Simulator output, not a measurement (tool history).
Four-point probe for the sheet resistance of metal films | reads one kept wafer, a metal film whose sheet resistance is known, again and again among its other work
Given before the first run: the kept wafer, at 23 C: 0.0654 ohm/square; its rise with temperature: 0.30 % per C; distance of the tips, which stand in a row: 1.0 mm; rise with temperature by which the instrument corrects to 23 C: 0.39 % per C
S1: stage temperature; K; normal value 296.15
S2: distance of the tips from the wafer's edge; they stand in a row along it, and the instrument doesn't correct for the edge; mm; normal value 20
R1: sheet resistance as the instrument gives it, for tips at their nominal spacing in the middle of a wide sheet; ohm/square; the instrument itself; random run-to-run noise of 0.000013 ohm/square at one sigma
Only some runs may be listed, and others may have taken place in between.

Run 1, hour 0: usual settings. Result: R1 0.065067 ohm/square.
Run 2, hour 36.6: usual settings but S2 3 mm. Result: R1 0.068612 ohm/square.
Run 3, hour 73.8: usual settings but S2 42 mm. Result: R1 0.064979 ohm/square.
Run 4, hour 93.5: usual settings but S2 42 mm. Result: R1 0.064977 ohm/square.
Run 5, hour 132.7: usual settings but S2 42 mm. Result: R1 0.06497 ohm/square.
Run 6, hour 174.1: usual settings but S2 42 mm. Result: R1 0.064979 ohm/square.
Run 7, hour 211: usual settings but S2 42 mm. Result: R1 0.064957 ohm/square.
Run 8, hour 236: usual settings but S2 42 mm. Result: R1 0.064944 ohm/square.
Run 9, hour 269.5: usual settings but S2 42 mm. Result: R1 0.064941 ohm/square.
Run 10, hour 289.2: usual settings but S2 42 mm. Result: R1 0.064933 ohm/square.
Run 11, hour 310.1: usual settings but S2 42 mm. Result: R1 0.064925 ohm/square.
Run 12, hour 337.5: usual settings but S2 42 mm. Result: R1 0.064916 ohm/square.
Run 13, hour 357.6: usual settings but S2 67 mm. Result: R1 0.064917 ohm/square.
Run 14, hour 382.8: usual settings but S2 67 mm. Result: R1 0.06491 ohm/square.
Run 15, hour 413.6: usual settings but S1 292.15 K. Result: R1 0.065198 ohm/square.
Run 16, hour 438.4: usual settings but S1 292.15 K. Result: R1 0.065194 ohm/square.
Run 17, hour 458.3: usual settings but S1 292.15 K. Result: R1 0.065191 ohm/square.
At hour 462.7: stage's thermometer calibrated.
Run 18, hour 477: usual settings but S2 8 mm. Result: R1 0.065398 ohm/square.
Run 19, hour 504.7: usual settings but S2 8 mm. Result: R1 0.065399 ohm/square.
Run 20, hour 524.4: usual settings but S2 8 mm. Result: R1 0.065391 ohm/square.
At hour 555: stage's thermometer calibrated, once more.
Run 21, hour 564: usual settings but S2 5 mm. Result: R1 0.066213 ohm/square.
Run 22, hour 588.5: usual settings but S2 5 mm. Result: R1 0.066236 ohm/square.
Run 23, hour 631.6: usual settings. Result: R1 0.064947 ohm/square.
Run 24, hour 674.9: usual settings but S1 294.15 K. Result: R1 0.065048 ohm/square.
Run 25, hour 712.5: usual settings but S1 307.15 K, S2 5 mm. Result: R1 0.065561 ohm/square.
Run 26, hour 745.4: usual settings but S1 302.15 K, S2 6 mm. Result: R1 0.065436 ohm/square.
Run 27, hour 781: usual settings but S1 299.15 K, S2 60 mm. Result: R1 0.064642 ohm/square.
Run 28, hour 807.8: usual settings but S1 307.15 K. Result: R1 0.06428 ohm/square.
Run 29, hour 833.8: usual settings but S1 292.15 K, S2 4 mm. Result: R1 0.067153 ohm/square.
Run 30, hour 872.6: usual settings but S1 292.15 K, S2 4 mm. Result: R1 0.06713 ohm/square.
Run 31, hour 907.3: usual settings but S1 292.15 K, S2 30 mm. Result: R1 0.065045 ohm/square.
Run 32, hour 939.3: usual settings but S1 305.15 K, S2 23 mm. Result: R1 0.064346 ohm/square.
Run 33, hour 959.3: usual settings but S1 304.15 K, S2 10 mm. Result: R1 0.064665 ohm/square.
Run 34, hour 997.6: usual settings but S1 295.15 K, S2 32 mm. Result: R1 0.064843 ohm/square.
Run 35, hour 1030.2: usual settings but S1 295.15 K, S2 3 mm. Result: R1 0.068439 ohm/square.
Run 36, hour 1057.1: usual settings but S1 304.15 K, S2 3 mm. Result: R1 0.067903 ohm/square.
Run 37, hour 1082.4: usual settings but S1 305.15 K, S2 70 mm. Result: R1 0.064225 ohm/square.
Run 38, hour 1110.2: usual settings but S1 298.15 K, S2 29 mm. Result: R1 0.064633 ohm/square.
Run 39, hour 1133.3: usual settings but S1 298.15 K, S2 29 mm. Result: R1 0.064635 ohm/square.
Run 40, hour 1161.9: usual settings but S2 53 mm. Result: R1 0.064705 ohm/square.
Run 41, hour 1204.1: usual settings but S1 305.15 K, S2 39 mm. Result: R1 0.0642 ohm/square.
Run 42, hour 1233.2: usual settings but S1 298.15 K, S2 9 mm. Result: R1 0.065009 ohm/square.
Run 43, hour 1275.9: usual settings but S1 294.15 K, S2 3 mm. Result: R1 0.068431 ohm/square.
Run 44, hour 1305: usual settings but S1 294.15 K, S2 3 mm. Result: R1 0.068428 ohm/square.
Run 45, hour 1334.1: usual settings but S1 299.15 K, S2 31 mm. Result: R1 0.06451 ohm/square.
Run 46, hour 1361.6: usual settings but S1 299.15 K, S2 7 mm. Result: R1 0.065195 ohm/square.

Predict each of these 3 candidate next runs independently; none follows another, all start after run 46:
Run A, hour 1395.4: usual settings but S1 307.15 K, S2 51 mm. Result: R1 ?.
Run B, hour 1395.4: usual settings but S1 301.15 K, S2 17 mm. Result: R1 ?.
Run C, hour 1395.4: usual settings but S1 307.15 K, S2 12 mm. Result: R1 ?.

run        R1
  A  0.064027
  B  0.064467
  C  0.064282
Stripped of hidden state, with their random variation kept, the same runs would have yielded:
run        R1
  A  0.064781
  B  0.065226
  C  0.065038
